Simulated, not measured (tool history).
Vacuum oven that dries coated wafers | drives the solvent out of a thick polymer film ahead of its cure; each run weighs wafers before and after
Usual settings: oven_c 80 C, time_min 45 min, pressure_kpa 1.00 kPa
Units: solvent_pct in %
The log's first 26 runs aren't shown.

run	hour	oven_c	time_min	pressure_kpa	solvent_pct
27	1681.8	94	62	0.51	0.94
28	1750.2	86	55	0.51	2.15
29	1839.6	86	55	0.51	2.15
30	1896.9	77	45	1.00	6.17
31	1988.8	93	22	0.68	3.99
# hour 2063.6: oven's thermocouples calibrated
32	2063.6	85	45	1.38	4.61
33	2112.0	81	59	1.01	4.40
34	2163.5	81	59	1.01	4.51
35	2204.4	81	59	1.01	4.55
36	2280.8	74	45	0.90	8.28
37	2337.4	74	45	0.90	8.55
38	2399.7	80	55	1.47	5.88
# hour 2408.2: vacuum gauge cleaned of residue and calibrated
39	2485.8	95	55	1.47	1.51
# hour 2507.7: oven's thermocouples calibrated, once more
40	2558.3	72	55	1.47	5.61
41	2631.2	72	55	1.47	5.58
42	2699.9	72	55	1.47	5.67
43	2741.8	82	59	0.66	1.57
44	2834.6	67	59	0.66	6.01

Forecast run 45:
45	2876.6	67	32	0.54	?

Run 45 gave solvent_pct 9.20 %.
Without the tool's hidden state the same run would have given solvent_pct 8.91 %.
